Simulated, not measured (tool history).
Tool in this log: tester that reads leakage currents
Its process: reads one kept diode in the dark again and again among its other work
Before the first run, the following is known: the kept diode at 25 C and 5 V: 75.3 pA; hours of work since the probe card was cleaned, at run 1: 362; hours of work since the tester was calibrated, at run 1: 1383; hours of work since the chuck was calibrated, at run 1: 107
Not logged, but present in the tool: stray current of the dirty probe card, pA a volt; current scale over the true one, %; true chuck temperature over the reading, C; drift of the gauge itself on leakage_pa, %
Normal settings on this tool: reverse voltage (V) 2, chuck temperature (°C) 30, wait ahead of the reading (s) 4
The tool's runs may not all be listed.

run,hour,reverse voltage (V),chuck temperature (°C),wait ahead of the reading (s),hours of work since the probe card was cleaned,hours of work since the tester was calibrated,hours of work since the chuck was calibrated,current that the tester gives (pA)
1,0,2,30,4,362,1383,107,74.81
2,33.6,2,30,4,379,1399,124,74.88
3,50,2,30,9.31,387,1407,132,75.38
4,71.3,2,30,9.31,397,1418,142,75.32
5,91.4,2,30,9.31,407,1428,152,75.01
6,112.3,2,30,9.31,417,1438,163,75.63
7,137.5,2,30,9.31,430,1451,175,75.8
# hour 140.9: chuck's temperature calibrated
8,157.3,2,30,9.31,439,1459,8,76.33
9,171.9,16.04,30,1.05,446,1467,15,248.68
10,201.9,16.04,30,1.05,461,1481,30,249.94
11,216.7,10.65,55,0.44,468,1489,37,1669.53
# hour 229.2: chuck's temperature calibrated, once more
12,247,2.37,46,2.29,482,1503,9,333.72
13,279.9,2.37,46,2.29,498,1519,25,334.37
14,308.9,1.48,21,4,513,1533,39,26.87
15,330.5,2,34,0.42,523,1544,50,107.33
16,363.8,3.71,26,5.98,540,1560,66,72.85

Across each entry between runs, compare the hidden state at the last listed run before it with the hidden state at the first listed run after it:
After run 7, before run 8: chuck's temperature calibrated (hour 140.9)
  stray current of the dirty probe card, pA a volt: 0.312 -> 0.317; current scale over the true one, %: 1.72 -> 1.73; true chuck temperature over the reading, C: 0.15 -> 0.21
  measured minus no-state result, current that the tester gives (pA): +2.89 -> +3.35
After run 11, before run 12: chuck's temperature calibrated, once more (hour 229.2)
  stray current of the dirty probe card, pA a volt: 0.337 -> 0.347; current scale over the true one, %: 1.77 -> 1.78; true chuck temperature over the reading, C: 0.25 -> -0.12
  measured minus no-state result, current that the tester gives (pA): +64.58 -> +3.39
